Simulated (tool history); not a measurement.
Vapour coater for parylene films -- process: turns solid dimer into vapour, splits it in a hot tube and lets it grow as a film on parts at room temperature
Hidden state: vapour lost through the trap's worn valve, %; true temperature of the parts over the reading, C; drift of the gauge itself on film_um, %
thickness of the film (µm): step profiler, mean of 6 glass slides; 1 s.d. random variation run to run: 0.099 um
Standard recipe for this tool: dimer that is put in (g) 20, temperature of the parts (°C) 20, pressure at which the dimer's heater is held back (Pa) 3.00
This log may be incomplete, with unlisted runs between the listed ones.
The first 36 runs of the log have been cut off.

| run | hour | dimer that is put in (g) | temperature of the parts (°C) | pressure at which the dimer's heater is held back (Pa) | hours of work since the trap's valve was overhauled | hours of work since the table's thermometer was calibrated | thickness of the film (µm) |
|---|---|---|---|---|---|---|---|
| 37 | 665.8 | 14 | 14 | 4.06 | 211 | 825 | 9.94 |
| 38 | 684.2 | 14 | 14 | 4.06 | 223 | 837 | 9.70 |
| 39 | 705.2 | 35 | 25 | 9.16 | 237 | 851 | 16.13 |
| 40 | 728.0 | 20 | 15 | 11.48 | 252 | 865 | 12.38 |
| 41 | 751.1 | 27 | 13 | 6.63 | 267 | 880 | 18.65 |
| 42 | 772.0 | 35 | 14 | 6.63 | 280 | 894 | 23.62 |
|  | 777.8 | trap's valve overhauled |
| 43 | 790.8 | 35 | 14 | 6.63 | 8 | 904 | 23.97 |
| 44 | 807.3 | 10 | 22 | 3.00 | 19 | 914 | 5.67 |
| 45 | 822.8 | 17 | 30 | 4.60 | 29 | 924 | 7.26 |
| 46 | 832.9 | 16 | 19 | 4.60 | 36 | 931 | 9.56 |

Branching from run 46: 5 alternative next runs. What would each branch give?
| A | 857.1 | 16 | 19 | 4.60 | 51 | 947 | ? |
| B | 857.1 | 16 | 19 | 8.18 | 51 | 947 | ? |
| C | 857.1 | 24 | 15 | 2.01 | 51 | 947 | ? |
| D | 857.1 | 20 | 17 | 6.42 | 51 | 947 | ? |
| E | 857.1 | 24 | 26 | 4.60 | 51 | 947 | ? |

| run | thickness of the film (µm) |
|---|---|
| A | 9.64 |
| B | 9.13 |
| C | 17.46 |
| D | 12.38 |
| E | 11.51 |
Stripped of hidden state, with their random variation kept, the same runs would have yielded:
| run | thickness of the film (µm) |
|---|---|
| A | 9.66 |
| B | 9.15 |
| C | 17.49 |
| D | 12.40 |
| E | 11.53 |
